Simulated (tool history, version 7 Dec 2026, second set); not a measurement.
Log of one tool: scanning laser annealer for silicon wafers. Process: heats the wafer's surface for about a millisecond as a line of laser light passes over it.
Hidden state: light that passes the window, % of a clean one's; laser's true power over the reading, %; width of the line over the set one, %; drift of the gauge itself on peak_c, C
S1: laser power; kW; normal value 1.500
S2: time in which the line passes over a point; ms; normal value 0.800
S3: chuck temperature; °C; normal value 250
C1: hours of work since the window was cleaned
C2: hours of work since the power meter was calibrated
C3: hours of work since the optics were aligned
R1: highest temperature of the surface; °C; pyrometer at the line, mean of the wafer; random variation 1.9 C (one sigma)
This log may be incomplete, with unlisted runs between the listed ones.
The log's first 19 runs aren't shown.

| run | hour | S1 | S2 | S3 | C1 | C2 | C3 | R1 |
|---|---|---|---|---|---|---|---|---|
| 20 | 134.9 | 1.500 | 0.800 | 280 | 159 | 293 | 293 | 1100 |
| 21 | 143.3 | 1.500 | 0.800 | 280 | 165 | 299 | 299 | 1104 |
| 22 | 152.1 | 1.500 | 0.594 | 230 | 171 | 305 | 305 | 922 |
| 23 | 158.0 | 1.500 | 0.800 | 257 | 175 | 309 | 309 | 1079 |
|  | 163.7 | optics aligned, line set to its width |
| 24 | 169.3 | 1.500 | 0.800 | 257 | 179 | 313 | 4 | 1081 |
| 25 | 177.0 | 1.500 | 0.800 | 257 | 184 | 319 | 9 | 1075 |
| 26 | 182.4 | 1.548 | 0.825 | 232 | 188 | 322 | 13 | 1096 |
|  | 188.1 | optics aligned, line set to its width, once more |
| 27 | 197.2 | 1.548 | 0.825 | 232 | 195 | 329 | 6 | 1103 |
| 28 | 206.8 | 1.548 | 0.825 | 232 | 201 | 335 | 13 | 1100 |
| 29 | 210.9 | 1.471 | 0.839 | 232 | 204 | 338 | 15 | 1055 |
| 30 | 216.1 | 1.636 | 0.578 | 212 | 207 | 342 | 19 | 966 |
| 31 | 224.1 | 1.636 | 0.656 | 253 | 213 | 347 | 24 | 1063 |
| 32 | 229.9 | 1.520 | 0.619 | 268 | 217 | 351 | 28 | 989 |
| 33 | 235.6 | 1.552 | 0.664 | 268 | 221 | 355 | 32 | 1036 |
| 34 | 242.0 | 1.552 | 0.664 | 268 | 225 | 359 | 37 | 1035 |
| 35 | 246.3 | 1.643 | 0.682 | 272 | 228 | 362 | 39 | 1106 |
| 36 | 252.7 | 1.420 | 0.670 | 250 | 232 | 366 | 44 | 946 |
| 37 | 258.6 | 1.420 | 0.670 | 286 | 236 | 370 | 48 | 982 |
| 38 | 263.7 | 1.500 | 0.800 | 242 | 240 | 374 | 51 | 1063 |
| 39 | 273.5 | 1.500 | 0.671 | 242 | 246 | 381 | 58 | 984 |
| 40 | 280.5 | 1.640 | 0.927 | 272 | 251 | 385 | 63 | 1257 |

Each row is a separate what-if for the run after 40, all from the same tool condition, not one after another. Results?
| A | 286.2 | 1.500 | 0.598 | 283 | 255 | 389 | 67 | ? |
| B | 286.2 | 1.429 | 0.605 | 273 | 255 | 389 | 67 | ? |
| C | 286.2 | 1.415 | 0.800 | 250 | 255 | 389 | 67 | ? |
| D | 286.2 | 1.432 | 0.704 | 269 | 255 | 389 | 67 | ? |
| E | 286.2 | 1.500 | 0.712 | 250 | 255 | 389 | 67 | ? |

| run | R1 |
|---|---|
| A | 977 |
| B | 933 |
| C | 1015 |
| D | 989 |
| E | 1020 |
With the hidden condition removed and each run's random variation left untouched, the same runs would have given:
| run | R1 |
|---|---|
| A | 992 |
| B | 947 |
| C | 1032 |
| D | 1005 |
| E | 1037 |

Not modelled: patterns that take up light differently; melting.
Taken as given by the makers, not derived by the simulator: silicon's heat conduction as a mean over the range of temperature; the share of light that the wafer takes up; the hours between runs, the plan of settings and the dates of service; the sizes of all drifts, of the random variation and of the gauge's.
